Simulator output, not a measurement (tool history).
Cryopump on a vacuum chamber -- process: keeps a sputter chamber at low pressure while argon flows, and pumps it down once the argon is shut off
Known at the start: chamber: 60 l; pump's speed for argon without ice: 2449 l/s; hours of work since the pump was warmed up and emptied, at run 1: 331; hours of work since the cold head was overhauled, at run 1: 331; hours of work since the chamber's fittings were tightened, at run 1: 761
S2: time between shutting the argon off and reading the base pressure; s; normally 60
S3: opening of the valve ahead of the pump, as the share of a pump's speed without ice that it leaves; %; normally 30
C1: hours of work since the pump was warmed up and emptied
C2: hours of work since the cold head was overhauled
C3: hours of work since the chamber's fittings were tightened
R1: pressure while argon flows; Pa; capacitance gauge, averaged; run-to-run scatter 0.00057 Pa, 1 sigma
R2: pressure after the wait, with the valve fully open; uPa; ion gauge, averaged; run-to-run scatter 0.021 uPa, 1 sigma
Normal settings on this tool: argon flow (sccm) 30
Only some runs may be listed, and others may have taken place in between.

{"run": 1, "day": 0.0, "argon flow (sccm)": 30, "S2": 60, "S3": 30, "C1": 331, "C2": 331, "C3": 761, "R1": 0.0706, "R2": 0.46}
{"run": 2, "day": 0.688, "argon flow (sccm)": 30, "S2": 60, "S3": 30, "C1": 341, "C2": 341, "C3": 772, "R1": 0.0702, "R2": 0.48}
{"run": 3, "day": 1.4, "argon flow (sccm)": 30, "S2": 60, "S3": 30, "C1": 352, "C2": 352, "C3": 783, "R1": 0.07, "R2": 0.5}
{"run": 4, "day": 2.046, "argon flow (sccm)": 30, "S2": 60, "S3": 30, "C1": 362, "C2": 362, "C3": 793, "R1": 0.0706, "R2": 0.53}
{"run": 5, "day": 2.542, "argon flow (sccm)": 30, "S2": 60, "S3": 30, "C1": 369, "C2": 369, "C3": 800, "R1": 0.0704, "R2": 0.49}
{"run": 6, "day": 3.021, "argon flow (sccm)": 30, "S2": 88, "S3": 30, "C1": 377, "C2": 377, "C3": 807, "R1": 0.0704, "R2": 0.37}
{"run": 7, "day": 3.588, "argon flow (sccm)": 30, "S2": 60, "S3": 30, "C1": 385, "C2": 385, "C3": 816, "R1": 0.0705, "R2": 0.52}
{"run": 8, "day": 3.925, "argon flow (sccm)": 39, "S2": 60, "S3": 30, "C1": 390, "C2": 390, "C3": 821, "R1": 0.0911, "R2": 0.49}
{"run": 9, "day": 4.654, "argon flow (sccm)": 39, "S2": 60, "S3": 30, "C1": 402, "C2": 402, "C3": 832, "R1": 0.0915, "R2": 0.52}
{"run": 10, "day": 5.333, "argon flow (sccm)": 30, "S2": 60, "S3": 59, "C1": 412, "C2": 412, "C3": 843, "R1": 0.0375, "R2": 0.49}
{"run": 11, "day": 5.683, "argon flow (sccm)": 30, "S2": 212, "S3": 30, "C1": 417, "C2": 417, "C3": 848, "R1": 0.0704, "R2": 0.33}
{"run": 12, "day": 6.258, "argon flow (sccm)": 30, "S2": 212, "S3": 30, "C1": 426, "C2": 426, "C3": 857, "R1": 0.0706, "R2": 0.3}
{"run": 13, "day": 7.0, "argon flow (sccm)": 30, "S2": 212, "S3": 30, "C1": 437, "C2": 437, "C3": 868, "R1": 0.0716, "R2": 0.29}
{"run": 14, "day": 7.717, "argon flow (sccm)": 15, "S2": 27, "S3": 22, "C1": 448, "C2": 448, "C3": 879, "R1": 0.0482, "R2": 0.78}
{"run": 15, "day": 8.504, "argon flow (sccm)": 20, "S2": 97, "S3": 40, "C1": 460, "C2": 460, "C3": 891, "R1": 0.0353, "R2": 0.4}
{"run": 16, "day": 9.175, "argon flow (sccm)": 21, "S2": 25, "S3": 30, "C1": 470, "C2": 470, "C3": 901, "R1": 0.0491, "R2": 0.91}
{"run": 17, "day": 9.971, "argon flow (sccm)": 30, "S2": 25, "S3": 36, "C1": 483, "C2": 483, "C3": 913, "R1": 0.0599, "R2": 0.89}
{"run": 18, "day": 10.65, "argon flow (sccm)": 28, "S2": 118, "S3": 44, "C1": 493, "C2": 493, "C3": 924, "R1": 0.0453, "R2": 0.38}
{"run": 19, "day": 11.333, "argon flow (sccm)": 23, "S2": 158, "S3": 30, "C1": 503, "C2": 503, "C3": 934, "R1": 0.0547, "R2": 0.39}
{"run": 20, "day": 11.992, "argon flow (sccm)": 50, "S2": 236, "S3": 20, "C1": 513, "C2": 513, "C3": 944, "R1": 0.1758, "R2": 0.32}
{"run": 21, "day": 12.475, "argon flow (sccm)": 39, "S2": 236, "S3": 20, "C1": 521, "C2": 521, "C3": 951, "R1": 0.139, "R2": 0.34}
{"run": 22, "day": 13.275, "argon flow (sccm)": 51, "S2": 60, "S3": 30, "C1": 533, "C2": 533, "C3": 964, "R1": 0.1219, "R2": 0.51}
{"run": 23, "day": 13.717, "argon flow (sccm)": 21, "S2": 48, "S3": 30, "C1": 540, "C2": 540, "C3": 970, "R1": 0.0497, "R2": 0.56}
{"run": 24, "day": 14.175, "argon flow (sccm)": 30, "S2": 23, "S3": 29, "C1": 547, "C2": 547, "C3": 977, "R1": 0.0738, "R2": 0.95}
{"run": 25, "day": 14.542, "argon flow (sccm)": 16, "S2": 124, "S3": 18, "C1": 552, "C2": 552, "C3": 983, "R1": 0.0631, "R2": 0.41}
{"run": 26, "day": 14.871, "argon flow (sccm)": 41, "S2": 112, "S3": 18, "C1": 557, "C2": 557, "C3": 988, "R1": 0.1597, "R2": 0.42}

Branching from run 26: 5 alternative next runs. What would each branch give?
{"run": "A", "day": 15.667, "argon flow (sccm)": 36, "S2": 68, "S3": 39, "C1": 569, "C2": 569, "C3": 1000, "R1": "?", "R2": "?"}
{"run": "B", "day": 15.667, "argon flow (sccm)": 34, "S2": 60, "S3": 16, "C1": 569, "C2": 569, "C3": 1000, "R1": "?", "R2": "?"}
{"run": "C", "day": 15.667, "argon flow (sccm)": 30, "S2": 47, "S3": 27, "C1": 569, "C2": 569, "C3": 1000, "R1": "?", "R2": "?"}
{"run": "D", "day": 15.667, "argon flow (sccm)": 18, "S2": 24, "S3": 30, "C1": 569, "C2": 569, "C3": 1000, "R1": "?", "R2": "?"}
{"run": "E", "day": 15.667, "argon flow (sccm)": 30, "S2": 60, "S3": 52, "C1": 569, "C2": 569, "C3": 1000, "R1": "?", "R2": "?"}

run=A R1=0.0669 R2=0.45
run=B R1=0.1490 R2=0.51
run=C R1=0.0790 R2=0.59
run=D R1=0.0423 R2=0.89
run=E R1=0.0423 R2=0.54
Had the tool no hidden state, the same runs would have come out as:
run=A R1=0.0640 R2=0.32
run=B R1=0.1463 R2=0.39
run=C R1=0.0766 R2=0.46
run=D R1=0.0409 R2=0.76
run=E R1=0.0399 R2=0.41
